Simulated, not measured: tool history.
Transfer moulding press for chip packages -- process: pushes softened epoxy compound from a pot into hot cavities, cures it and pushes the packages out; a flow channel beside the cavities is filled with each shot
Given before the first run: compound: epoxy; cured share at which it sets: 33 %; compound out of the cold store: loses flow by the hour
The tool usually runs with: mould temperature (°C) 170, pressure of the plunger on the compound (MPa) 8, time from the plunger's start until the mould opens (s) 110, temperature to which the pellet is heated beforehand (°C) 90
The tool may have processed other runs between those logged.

run	hour	mould temperature (°C)	pressure of the plunger on the compound (MPa)	time from the plunger's start until the mould opens (s)	temperature to which the pellet is heated beforehand (°C)	incoming compound's hours out of the cold store	length that the compound runs in the flow channel (mm)	greatest force on the pins that push the packages out (N)
1	0	170	8	110	90	15.6	845	314
2	38.9	170	8	110	90	37.6	743	438
3	70.6	174	8	110	90	30.7	759	472
# hour 77.4: cavities cleaned with cleaning compound and waxed
4	117.3	174	8	110	90	40.7	711	568
5	145	174	8	110	90	26.3	767	564
# hour 156.9: plunger's sealing rings changed
# hour 162.2: cavities cleaned with cleaning compound and waxed
6	195.7	170	8	110	91	16.6	871	409
# hour 225: cavities cleaned with cleaning compound and waxed, once more
7	231.7	170	8	110	90	33.5	792	336
8	268.1	170	8	110	90	42.1	751	421
# hour 304.8: cavities cleaned with cleaning compound and waxed
9	304.8	170	8	110	90	39.1	752	305
10	348.6	170	8	110	90	15.6	857	447
11	377.1	170	8	110	90	43.2	737	460
# hour 385.7: cavities cleaned with cleaning compound and waxed
12	407.1	173	8	110	90	47.6	695	354
13	437.5	173	8	110	88	41.7	724	430
14	457	173	8	110	88	32.2	762	446
# hour 465.7: cavities cleaned with cleaning compound and waxed
15	477.9	170	8	110	93	29.9	778	350
16	511.7	170	8	110	80	14.3	841	461
# hour 546.3: cavities cleaned with cleaning compound and waxed
17	548.7	170	7.09	110	96	9.5	813	314
# hour 579.3: plunger's sealing rings changed
18	587.3	172	7.09	110	96	30.1	764	411
# hour 605.6: mould's thermocouples calibrated
19	610.7	170	9.61	110	83	13.4	962	467
# hour 630.5: cavities cleaned with cleaning compound and waxed
20	654	170	6.68	110	83	20.9	763	386
21	687.9	170	6.68	110	83	9.7	808	444
# hour 712.7: cavities cleaned with cleaning compound and waxed
22	735.1	164	7.93	118	88	15.5	880	450
23	780.8	164	7.93	97	83	35.6	791	730
# hour 795: cavities cleaned with cleaning compound and waxed
24	828.4	164	7.93	96	83	15.5	879	668
25	859.7	164	8.55	113	88	19	880	585
# hour 875.7: cavities cleaned with cleaning compound and waxed
26	887	169	8	110	90	35.1	757	334
27	929.8	170	6.81	131	97	26.2	725	427
# hour 958.6: cavities cleaned with cleaning compound and waxed
28	969.9	170	7.25	101	88	44.6	669	345

Forecast each of these 3 alternatives for the next run:
# hour 1003.2: plunger's sealing rings changed
A	1008.8	174	8	110	84	26.4	?	?
# hour 1003.2: plunger's sealing rings changed
B	1008.8	173	7.43	110	90	22.3	?	?
# hour 1003.2: plunger's sealing rings changed
C	1008.8	168	7.25	93	95	41.3	?	?

run	length that the compound runs in the flow channel (mm)	greatest force on the pins that push the packages out (N)
A	801	424
B	792	426
C	733	537
Without the tool's hidden state the same runs would have given:
run	length that the compound runs in the flow channel (mm)	greatest force on the pins that push the packages out (N)
A	802	279
B	793	280
C	734	351
